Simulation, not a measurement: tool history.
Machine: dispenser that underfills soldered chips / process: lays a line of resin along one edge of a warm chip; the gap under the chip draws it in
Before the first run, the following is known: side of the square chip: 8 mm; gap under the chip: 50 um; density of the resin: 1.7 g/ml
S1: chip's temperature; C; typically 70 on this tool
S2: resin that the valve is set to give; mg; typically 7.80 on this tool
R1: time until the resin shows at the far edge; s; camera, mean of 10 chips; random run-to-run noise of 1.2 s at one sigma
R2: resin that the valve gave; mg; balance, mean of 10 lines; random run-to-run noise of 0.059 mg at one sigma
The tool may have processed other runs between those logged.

{"run": 1, "hour": 0.0, "S1": 70, "S2": 7.8, "R1": 201.3, "R2": 7.63}
{"hour": 4.7, "done": "new syringe of resin"}
{"run": 2, "hour": 7.3, "S1": 70, "S2": 7.8, "R1": 134.2, "R2": 7.62}
{"run": 3, "hour": 19.9, "S1": 70, "S2": 7.8, "R1": 208.7, "R2": 7.58}
{"hour": 23.8, "done": "new syringe of resin"}
{"run": 4, "hour": 30.0, "S1": 70, "S2": 7.8, "R1": 149.6, "R2": 7.53}
{"run": 5, "hour": 38.6, "S1": 70, "S2": 7.8, "R1": 206.2, "R2": 7.49}
{"hour": 42.3, "done": "new syringe of resin"}
{"run": 6, "hour": 47.3, "S1": 70, "S2": 7.8, "R1": 148.0, "R2": 7.53}
{"hour": 61.0, "done": "new syringe of resin"}
{"run": 7, "hour": 61.3, "S1": 67, "S2": 7.14, "R1": 144.8, "R2": 6.78}
{"hour": 75.3, "done": "dispensing valve cleaned and set on the balance"}
{"run": 8, "hour": 75.8, "S1": 67, "S2": 7.14, "R1": 224.1, "R2": 7.09}
{"hour": 80.5, "done": "new syringe of resin"}
{"run": 9, "hour": 84.3, "S1": 82, "S2": 9.23, "R1": 87.6, "R2": 9.14}
{"run": 10, "hour": 92.5, "S1": 66, "S2": 9.39, "R1": 211.6, "R2": 9.32}
{"hour": 99.1, "done": "new syringe of resin"}
{"run": 11, "hour": 100.5, "S1": 71, "S2": 6.82, "R1": 128.5, "R2": 6.65}

4 options for the next run, each taken on its own from the tool as it stands now. Forecast them:
{"run": "A", "hour": 107.1, "S1": 80, "S2": 7.94, "R1": "?", "R2": "?"}
{"run": "B", "hour": 107.1, "S1": 73, "S2": 6.89, "R1": "?", "R2": "?"}
{"run": "C", "hour": 107.1, "S1": 75, "S2": 7.43, "R1": "?", "R2": "?"}
{"run": "D", "hour": 107.1, "S1": 74, "S2": 7.96, "R1": "?", "R2": "?"}

run=A R1=113.4 R2=7.84
run=B R1=148.5 R2=6.78
run=C R1=136.4 R2=7.37
run=D R1=139.8 R2=7.87
The same runs, with their run-to-run variation unchanged, on a tool lacking any hidden condition would have given:
run=A R1=79.9 R2=7.97
run=B R1=103.9 R2=6.89
run=C R1=95.8 R2=7.50
run=D R1=98.2 R2=8.00
